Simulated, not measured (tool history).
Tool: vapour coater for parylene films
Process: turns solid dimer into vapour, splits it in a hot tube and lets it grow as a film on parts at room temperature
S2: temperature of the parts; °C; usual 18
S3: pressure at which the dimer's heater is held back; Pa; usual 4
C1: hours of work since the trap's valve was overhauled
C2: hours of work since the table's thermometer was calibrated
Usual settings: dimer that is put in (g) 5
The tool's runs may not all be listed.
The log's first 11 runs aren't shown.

Run 12, hour 549.6: usual settings but S3 9.72 Pa; C1 243; C2 1069. Result: thickness of the film (um) 2.23.
Run 13, hour 619.8: usual settings but S3 11.07 Pa; C1 280; C2 1107. Result: thickness of the film (um) 2.13.
Run 14, hour 654.8: usual settings; C1 299; C2 1125. Result: thickness of the film (um) 2.59.
Run 15, hour 695.1: usual settings; C1 321; C2 1147. Result: thickness of the film (um) 2.54.
Run 16, hour 741.7: usual settings; C1 346; C2 1172. Result: thickness of the film (um) 2.54.
Run 17, hour 782.6: usual settings but S3 2.08 Pa; C1 368; C2 1194. Result: thickness of the film (um) 2.82.
At hour 823.9: trap's valve overhauled.
Run 18, hour 843.3: usual settings but dimer that is put in (g) 2, S2 15 °C, S3 2.08 Pa; C1 10; C2 1225. Result: thickness of the film (um) 1.47.
Run 19, hour 875.6: usual settings but dimer that is put in (g) 3, S2 22 °C; C1 28; C2 1242. Result: thickness of the film (um) 1.48.
Run 20, hour 936: usual settings but dimer that is put in (g) 8, S3 2.26 Pa; C1 60; C2 1275. Result: thickness of the film (um) 5.09.
Run 21, hour 972.6: usual settings but dimer that is put in (g) 8, S3 2.26 Pa; C1 80; C2 1295. Result: thickness of the film (um) 5.
Run 22, hour 1015.9: usual settings but dimer that is put in (g) 8, S3 2.26 Pa; C1 104; C2 1318. Result: thickness of the film (um) 4.94.
Run 23, hour 1069: usual settings but dimer that is put in (g) 3, S2 19 °C, S3 5.05 Pa; C1 132; C2 1347. Result: thickness of the film (um) 1.56.
Run 24, hour 1120: usual settings but dimer that is put in (g) 3, S2 14 °C, S3 8.62 Pa; C1 160; C2 1374. Result: thickness of the film (um) 1.59.
Run 25, hour 1163.8: usual settings but dimer that is put in (g) 3, S2 14 °C, S3 8.62 Pa; C1 183; C2 1398. Result: thickness of the film (um) 1.66.
Run 26, hour 1229.2: usual settings but dimer that is put in (g) 7, S2 12 °C, S3 6.22 Pa; C1 219; C2 1433. Result: thickness of the film (um) 4.22.
Run 27, hour 1262.3: usual settings but dimer that is put in (g) 7, S2 26 °C, S3 3.35 Pa; C1 237; C2 1451. Result: thickness of the film (um) 2.88.
Run 28, hour 1299.7: usual settings but S3 8.25 Pa; C1 257; C2 1471. Result: thickness of the film (um) 2.34.
Run 29, hour 1334.7: usual settings but S2 13 °C; C1 276; C2 1490. Result: thickness of the film (um) 3.07.
Run 30, hour 1402: usual settings but dimer that is put in (g) 7, S3 4.75 Pa; C1 312; C2 1526. Result: thickness of the film (um) 3.46.
Run 31, hour 1446.4: usual settings but dimer that is put in (g) 7, S3 4.75 Pa; C1 336; C2 1550. Result: thickness of the film (um) 3.4.
Run 32, hour 1496.7: usual settings but dimer that is put in (g) 7, S2 14 °C, S3 6.57 Pa; C1 363; C2 1578. Result: thickness of the film (um) 3.65.

The next listed run, before its measurement:
At hour 1548.5: trap's valve overhauled.
Run 33, hour 1565.5: usual settings; C1 9; C2 1612. Result: thickness of the film (um) ?.

{"run 33": {"thickness of the film (um)": 2.88}}
Without the tool's hidden state the same run would have given thickness of the film (um) 2.98.

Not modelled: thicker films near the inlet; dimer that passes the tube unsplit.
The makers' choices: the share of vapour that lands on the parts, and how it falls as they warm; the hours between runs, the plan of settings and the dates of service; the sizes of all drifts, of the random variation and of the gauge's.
